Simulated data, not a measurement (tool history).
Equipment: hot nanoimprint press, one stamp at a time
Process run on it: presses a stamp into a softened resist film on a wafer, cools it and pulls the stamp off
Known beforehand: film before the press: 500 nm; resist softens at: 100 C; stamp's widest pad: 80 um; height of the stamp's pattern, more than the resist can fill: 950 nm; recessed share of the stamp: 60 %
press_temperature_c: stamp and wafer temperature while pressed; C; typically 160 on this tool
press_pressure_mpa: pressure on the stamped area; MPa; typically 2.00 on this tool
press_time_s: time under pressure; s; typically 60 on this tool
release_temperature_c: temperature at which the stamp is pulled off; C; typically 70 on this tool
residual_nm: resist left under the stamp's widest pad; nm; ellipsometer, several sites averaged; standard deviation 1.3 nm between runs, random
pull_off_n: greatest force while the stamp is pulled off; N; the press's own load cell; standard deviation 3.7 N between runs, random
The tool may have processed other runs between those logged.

run 1 hour=0.0 | press_temperature_c=160 press_pressure_mpa=2.00 press_time_s=60 release_temperature_c=70 | residual_nm=293.6 pull_off_n=223
run 2 hour=15.9 | press_temperature_c=160 press_pressure_mpa=2.00 press_time_s=60 release_temperature_c=70 | residual_nm=294.5 pull_off_n=228
run 3 hour=29.9 | press_temperature_c=160 press_pressure_mpa=2.00 press_time_s=60 release_temperature_c=70 | residual_nm=294.1 pull_off_n=229
-- hour=35.7 plate thermocouple calibrated
run 4 hour=45.5 | press_temperature_c=160 press_pressure_mpa=2.00 press_time_s=60 release_temperature_c=70 | residual_nm=302.9 pull_off_n=230
run 5 hour=55.8 | press_temperature_c=160 press_pressure_mpa=2.00 press_time_s=60 release_temperature_c=70 | residual_nm=304.3 pull_off_n=232
run 6 hour=69.5 | press_temperature_c=160 press_pressure_mpa=2.00 press_time_s=60 release_temperature_c=70 | residual_nm=303.8 pull_off_n=235
-- hour=73.8 plate thermocouple calibrated, once more
run 7 hour=88.5 | press_temperature_c=160 press_pressure_mpa=2.00 press_time_s=60 release_temperature_c=70 | residual_nm=286.5 pull_off_n=226
run 8 hour=106.9 | press_temperature_c=160 press_pressure_mpa=2.00 press_time_s=60 release_temperature_c=70 | residual_nm=287.9 pull_off_n=228
run 9 hour=123.7 | press_temperature_c=160 press_pressure_mpa=2.00 press_time_s=60 release_temperature_c=70 | residual_nm=285.9 pull_off_n=230
run 10 hour=139.1 | press_temperature_c=160 press_pressure_mpa=2.00 press_time_s=60 release_temperature_c=77 | residual_nm=284.8 pull_off_n=203
run 11 hour=157.1 | press_temperature_c=160 press_pressure_mpa=2.00 press_time_s=60 release_temperature_c=70 | residual_nm=288.5 pull_off_n=237
run 12 hour=166.1 | press_temperature_c=161 press_pressure_mpa=2.00 press_time_s=60 release_temperature_c=70 | residual_nm=273.2 pull_off_n=234
run 13 hour=175.0 | press_temperature_c=161 press_pressure_mpa=2.00 press_time_s=60 release_temperature_c=55 | residual_nm=275.4 pull_off_n=300
run 14 hour=191.1 | press_temperature_c=161 press_pressure_mpa=2.00 press_time_s=60 release_temperature_c=55 | residual_nm=275.2 pull_off_n=299
run 15 hour=200.3 | press_temperature_c=160 press_pressure_mpa=2.00 press_time_s=60 release_temperature_c=70 | residual_nm=286.9 pull_off_n=233
run 16 hour=214.3 | press_temperature_c=165 press_pressure_mpa=1.37 press_time_s=60 release_temperature_c=56 | residual_nm=271.4 pull_off_n=308
run 17 hour=227.5 | press_temperature_c=165 press_pressure_mpa=1.37 press_time_s=60 release_temperature_c=56 | residual_nm=269.2 pull_off_n=311
run 18 hour=236.2 | press_temperature_c=165 press_pressure_mpa=1.59 press_time_s=77 release_temperature_c=71 | residual_nm=230.0 pull_off_n=236
-- hour=245.9 stamp cleaned and given a new release coat
run 19 hour=260.3 | press_temperature_c=165 press_pressure_mpa=1.59 press_time_s=77 release_temperature_c=58 | residual_nm=234.0 pull_off_n=267
run 20 hour=269.5 | press_temperature_c=165 press_pressure_mpa=1.59 press_time_s=77 release_temperature_c=58 | residual_nm=233.0 pull_off_n=267
run 21 hour=282.6 | press_temperature_c=165 press_pressure_mpa=2.99 press_time_s=77 release_temperature_c=57 | residual_nm=169.3 pull_off_n=263
run 22 hour=302.5 | press_temperature_c=171 press_pressure_mpa=1.43 press_time_s=37 release_temperature_c=70 | residual_nm=244.3 pull_off_n=220
run 23 hour=313.0 | press_temperature_c=171 press_pressure_mpa=1.43 press_time_s=37 release_temperature_c=70 | residual_nm=240.6 pull_off_n=218
run 24 hour=327.0 | press_temperature_c=160 press_pressure_mpa=2.00 press_time_s=67 release_temperature_c=70 | residual_nm=278.4 pull_off_n=218
run 25 hour=336.2 | press_temperature_c=160 press_pressure_mpa=2.00 press_time_s=67 release_temperature_c=70 | residual_nm=279.3 pull_off_n=220

For run 26, what comes out?
run 26 hour=347.9 | press_temperature_c=148 press_pressure_mpa=1.97 press_time_s=60 release_temperature_c=70 | residual_nm=? pull_off_n=?

{"run 26": {"residual_nm": 435.9, "pull_off_n": 222}}
The same run, on a tool lacking any hidden state, would have yielded residual_nm 432.9 nm, pull_off_n 213 N.
